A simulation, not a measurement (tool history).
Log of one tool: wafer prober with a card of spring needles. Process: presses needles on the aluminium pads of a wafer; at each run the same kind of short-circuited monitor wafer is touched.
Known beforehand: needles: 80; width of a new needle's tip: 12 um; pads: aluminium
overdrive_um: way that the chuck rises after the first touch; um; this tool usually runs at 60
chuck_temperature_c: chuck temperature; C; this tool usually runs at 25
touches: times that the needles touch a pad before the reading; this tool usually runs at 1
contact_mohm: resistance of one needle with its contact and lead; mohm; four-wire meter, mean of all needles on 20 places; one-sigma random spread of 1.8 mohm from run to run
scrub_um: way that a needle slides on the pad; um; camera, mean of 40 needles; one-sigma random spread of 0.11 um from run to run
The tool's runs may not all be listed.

run 1 day=0.000 | overdrive_um=60 chuck_temperature_c=25 touches=1 | contact_mohm=234 scrub_um=14.53
-- day=0.050 tips cleaned on abrasive film
-- day=0.242 tips cleaned on abrasive film
-- day=0.450 tips cleaned on abrasive film
run 2 day=0.450 | overdrive_um=60 chuck_temperature_c=25 touches=1 | contact_mohm=188 scrub_um=14.60
-- day=0.688 tips cleaned on abrasive film
-- day=0.879 tips cleaned on abrasive film
run 3 day=1.046 | overdrive_um=60 chuck_temperature_c=25 touches=2 | contact_mohm=223 scrub_um=14.57
-- day=1.096 tips cleaned on abrasive film
-- day=1.288 tips cleaned on abrasive film
-- day=1.529 tips cleaned on abrasive film
-- day=1.767 tips cleaned on abrasive film
-- day=2.000 tips cleaned on abrasive film
run 4 day=2.000 | overdrive_um=55 chuck_temperature_c=25 touches=1 | contact_mohm=190 scrub_um=13.18
-- day=2.238 tips cleaned on abrasive film
-- day=2.475 tips cleaned on abrasive film
-- day=2.717 tips cleaned on abrasive film
-- day=2.908 tips cleaned on abrasive film
run 5 day=3.017 | overdrive_um=55 chuck_temperature_c=25 touches=1 | contact_mohm=234 scrub_um=13.13
-- day=3.112 tips cleaned on abrasive film
-- day=3.350 tips cleaned on abrasive film
-- day=3.579 tips cleaned on abrasive film
run 6 day=3.588 | overdrive_um=60 chuck_temperature_c=25 touches=2 | contact_mohm=188 scrub_um=14.42
-- day=3.779 tips cleaned on abrasive film
-- day=3.971 tips cleaned on abrasive film
-- day=4.204 tips cleaned on abrasive film
run 7 day=4.233 | overdrive_um=60 chuck_temperature_c=25 touches=2 | contact_mohm=191 scrub_um=14.30
-- day=4.425 tips cleaned on abrasive film
-- day=4.662 tips cleaned on abrasive film
-- day=4.808 tips cleaned on abrasive film, once more
run 8 day=4.883 | overdrive_um=60 chuck_temperature_c=25 touches=2 | contact_mohm=203 scrub_um=14.32
-- day=5.025 tips cleaned on abrasive film
-- day=5.262 tips cleaned on abrasive film
-- day=5.500 tips cleaned on abrasive film
run 9 day=5.554 | overdrive_um=60 chuck_temperature_c=25 touches=2 | contact_mohm=201 scrub_um=14.03
-- day=5.700 tips cleaned on abrasive film
-- day=5.938 tips cleaned on abrasive film
-- day=6.175 tips cleaned on abrasive film
-- day=6.417 tips cleaned on abrasive film
run 10 day=6.442 | overdrive_um=60 chuck_temperature_c=25 touches=2 | contact_mohm=201 scrub_um=14.17
-- day=6.633 tips cleaned on abrasive film
-- day=6.871 tips cleaned on abrasive film
run 11 day=6.979 | overdrive_um=60 chuck_temperature_c=25 touches=1 | contact_mohm=236 scrub_um=14.04
-- day=7.079 tips cleaned on abrasive film
-- day=7.271 tips cleaned on abrasive film
-- day=7.475 tips cleaned on abrasive film
run 12 day=7.475 | overdrive_um=60 chuck_temperature_c=25 touches=1 | contact_mohm=186 scrub_um=14.16
-- day=7.667 tips cleaned on abrasive film
-- day=7.904 tips cleaned on abrasive film
-- day=8.096 tips cleaned on abrasive film
-- day=8.333 tips cleaned on abrasive film
run 13 day=8.388 | overdrive_um=60 chuck_temperature_c=25 touches=1 | contact_mohm=216 scrub_um=13.92
-- day=8.529 tips cleaned on abrasive film
-- day=8.767 tips cleaned on abrasive film
-- day=9.000 tips cleaned on abrasive film
-- day=9.192 tips cleaned on abrasive film
run 14 day=9.375 | overdrive_um=60 chuck_temperature_c=25 touches=1 | contact_mohm=255 scrub_um=13.90
-- day=9.425 tips cleaned on abrasive film
-- day=9.617 tips cleaned on abrasive film
-- day=9.771 height of the first contact set anew
-- day=9.825 tips cleaned on abrasive film
-- day=10.062 tips cleaned on abrasive film
-- day=10.300 tips cleaned on abrasive film
run 15 day=10.346 | overdrive_um=51 chuck_temperature_c=95 touches=1 | contact_mohm=231 scrub_um=12.93
-- day=10.538 tips cleaned on abrasive film
-- day=10.729 tips cleaned on abrasive film
-- day=10.921 tips cleaned on abrasive film
run 16 day=11.046 | overdrive_um=55 chuck_temperature_c=54 touches=1 | contact_mohm=251 scrub_um=13.71
-- day=11.142 tips cleaned on abrasive film
-- day=11.383 tips cleaned on abrasive film
-- day=11.604 tips cleaned on abrasive film
run 17 day=11.604 | overdrive_um=72 chuck_temperature_c=81 touches=2 | contact_mohm=196 scrub_um=17.95
-- day=11.796 tips cleaned on abrasive film
-- day=11.988 tips cleaned on abrasive film
run 18 day=12.088 | overdrive_um=60 chuck_temperature_c=61 touches=2 | contact_mohm=214 scrub_um=14.97
-- day=12.183 tips cleaned on abrasive film
-- day=12.421 tips cleaned on abrasive film
-- day=12.658 tips cleaned on abrasive film
-- day=12.862 tips cleaned on abrasive film
run 19 day=12.862 | overdrive_um=54 chuck_temperature_c=55 touches=3 | contact_mohm=196 scrub_um=13.39
-- day=13.054 tips cleaned on abrasive film
-- day=13.292 tips cleaned on abrasive film
-- day=13.525 tips cleaned on abrasive film
run 20 day=13.558 | overdrive_um=41 chuck_temperature_c=41 touches=3 | contact_mohm=207 scrub_um=10.04
-- day=13.750 tips cleaned on abrasive film
-- day=13.983 tips cleaned on abrasive film
-- day=14.221 tips cleaned on abrasive film
run 21 day=14.308 | overdrive_um=60 chuck_temperature_c=101 touches=2 | contact_mohm=223 scrub_um=14.71
-- day=14.454 tips cleaned on abrasive film
-- day=14.696 tips cleaned on abrasive film
-- day=14.933 tips cleaned on abrasive film
-- day=15.167 tips cleaned on abrasive film
run 22 day=15.329 | overdrive_um=60 chuck_temperature_c=101 touches=2 | contact_mohm=237 scrub_um=14.61
-- day=15.379 tips cleaned on abrasive film
-- day=15.617 tips cleaned on abrasive film
-- day=15.808 tips cleaned on abrasive film
run 23 day=15.983 | overdrive_um=60 chuck_temperature_c=101 touches=2 | contact_mohm=238 scrub_um=14.48
-- day=16.038 tips cleaned on abrasive film
-- day=16.275 tips cleaned on abrasive film
-- day=16.512 tips cleaned on abrasive film
-- day=16.754 tips cleaned on abrasive film
run 24 day=16.917 | overdrive_um=60 chuck_temperature_c=68 touches=2 | contact_mohm=231 scrub_um=14.68
-- day=16.967 tips cleaned on abrasive film
-- day=17.204 tips cleaned on abrasive film
-- day=17.446 tips cleaned on abrasive film
-- day=17.638 tips cleaned on abrasive film
run 25 day=17.658 | overdrive_um=53 chuck_temperature_c=41 touches=1 | contact_mohm=211 scrub_um=12.60
-- day=17.846 tips cleaned on abrasive film
-- day=18.079 tips cleaned on abrasive film
-- day=18.317 tips cleaned on abrasive film
-- day=18.508 tips cleaned on abrasive film
run 26 day=18.683 | overdrive_um=45 chuck_temperature_c=28 touches=2 | contact_mohm=260 scrub_um=10.54

Some steps in contact_mohm between neighbouring runs. How much of each would the tool show without its hidden state too (settings, what came in, random variation), and how much is left for the hidden state, with any gauge scatter that isn't in both results?
Hidden conditions of the tool in this case: debris on the tips, nm; way that the needles fall short of the set height, um; tips' diameter, um; drift of the gauge itself on contact_mohm, %; drift of the gauge itself on scrub_um, %.
Run 11 -> 12: tips cleaned on abrasive film, tips cleaned on abrasive film, tips cleaned on abrasive film. contact_mohm -50 mohm: hidden state -51, all else +1.
Run 16 -> 17: overdrive_um 55 -> 72, chuck_temperature_c 54 -> 81, touches 1 -> 2, tips cleaned on abrasive film, tips cleaned on abrasive film, tips cleaned on abrasive film. contact_mohm -55 mohm: hidden state -59, all else +4.
Run 25 -> 26: overdrive_um 53 -> 45, chuck_temperature_c 41 -> 28, touches 1 -> 2, tips cleaned on abrasive film, tips cleaned on abrasive film, tips cleaned on abrasive film, tips cleaned on abrasive film. contact_mohm +49 mohm: hidden state +53, all else -4.
